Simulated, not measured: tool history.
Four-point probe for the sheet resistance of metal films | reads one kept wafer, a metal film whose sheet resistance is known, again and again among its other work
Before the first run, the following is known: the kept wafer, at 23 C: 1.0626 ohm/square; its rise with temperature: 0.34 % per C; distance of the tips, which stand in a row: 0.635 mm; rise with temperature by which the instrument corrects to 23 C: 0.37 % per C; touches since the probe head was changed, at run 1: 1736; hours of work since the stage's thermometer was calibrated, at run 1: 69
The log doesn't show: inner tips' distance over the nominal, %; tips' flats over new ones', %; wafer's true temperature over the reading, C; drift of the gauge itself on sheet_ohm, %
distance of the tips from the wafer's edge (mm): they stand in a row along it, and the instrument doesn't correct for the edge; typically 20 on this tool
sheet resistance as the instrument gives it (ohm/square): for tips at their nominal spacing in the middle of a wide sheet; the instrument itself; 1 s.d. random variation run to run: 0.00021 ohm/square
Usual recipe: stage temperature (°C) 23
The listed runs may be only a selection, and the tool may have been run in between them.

run,day,stage temperature (°C),distance of the tips from the wafer's edge (mm),touches since the probe head was changed,hours of work since the stage's thermometer was calibrated,sheet resistance as the instrument gives it (ohm/square)
1,0.000,23,20,1736,69,1.055170
2,0.446,23,20,2078,74,1.055272
3,1.038,23,47,2528,82,1.054564
4,1.388,23,7,2799,87,1.059246
# day 1.479: stage's thermometer calibrated
5,1.879,23,20,3157,5,1.055324
6,2.288,23,20,3469,10,1.055209
7,2.775,23,20,3843,17,1.055343
# day 3.038: stage's thermometer calibrated, once more
8,3.312,20,20,4236,4,1.056467
9,3.938,20,25,4716,12,1.055863
10,4.317,20,25,5004,17,1.055631

Run 11 comes next. What will it give?
11,4.967,31,8,5501,25,?

sheet resistance as the instrument gives it (ohm/square): 1.055611
Minus the tool's unlogged condition, the same run would have read sheet resistance as the instrument gives it (ohm/square) 1.063675.

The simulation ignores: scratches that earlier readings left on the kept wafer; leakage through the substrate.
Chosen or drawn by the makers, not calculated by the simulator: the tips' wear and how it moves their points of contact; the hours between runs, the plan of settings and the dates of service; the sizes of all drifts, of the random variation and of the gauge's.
